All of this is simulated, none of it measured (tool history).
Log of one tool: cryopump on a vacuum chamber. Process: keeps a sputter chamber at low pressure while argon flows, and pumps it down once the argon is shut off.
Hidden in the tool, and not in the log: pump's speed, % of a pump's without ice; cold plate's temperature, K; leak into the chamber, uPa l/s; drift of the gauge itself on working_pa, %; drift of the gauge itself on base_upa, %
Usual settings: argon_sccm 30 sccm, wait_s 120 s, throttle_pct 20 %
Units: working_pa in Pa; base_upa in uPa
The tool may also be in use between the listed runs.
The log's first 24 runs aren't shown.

run	day	argon_sccm	wait_s	throttle_pct	hours of work since the pump was warmed up and emptied	hours of work since the cold head was overhauled	hours of work since the chamber's fittings were tightened	working_pa	base_upa
25	51.204	21	31	20	217	1925	1978	0.0755	2.30
26	52.962	21	31	20	252	1960	2013	0.0762	2.41
27	54.392	30	59	45	280	1988	2041	0.0500	2.13
28	56.971	30	103	48	330	2039	2092	0.0487	2.11
29	58.971	25	52	21	370	2078	2131	0.0884	2.38
30	60.946	23	63	21	409	2117	2170	0.0811	2.36
31	63.358	36	21	15	456	2164	2217	0.1769	3.00
32	65.192	36	21	15	492	2200	2253	0.1764	3.11
# day 67.083: leaking fittings of the chamber tightened, without venting
33	67.912	14	199	20	544	2252	16	0.0526	0.30

Forecast each of these 4 alternatives for the next run:
# day 69.262: pump warmed up, emptied and cooled again
A	70.312	25	120	20	21	2295	59	?	?
# day 69.262: pump warmed up, emptied and cooled again
B	70.312	26	120	20	21	2295	59	?	?
# day 69.262: pump warmed up, emptied and cooled again
C	70.312	14	47	46	21	2295	59	?	?
# day 69.262: pump warmed up, emptied and cooled again
D	70.312	14	199	16	21	2295	59	?	?

run	working_pa	base_upa
A	0.0880	0.34
B	0.0920	0.29
C	0.0210	0.56
D	0.0621	0.29
Without the tool's hidden state the same runs would have given:
run	working_pa	base_upa
A	0.0871	0.26
B	0.0911	0.22
C	0.0205	0.48
D	0.0616	0.21
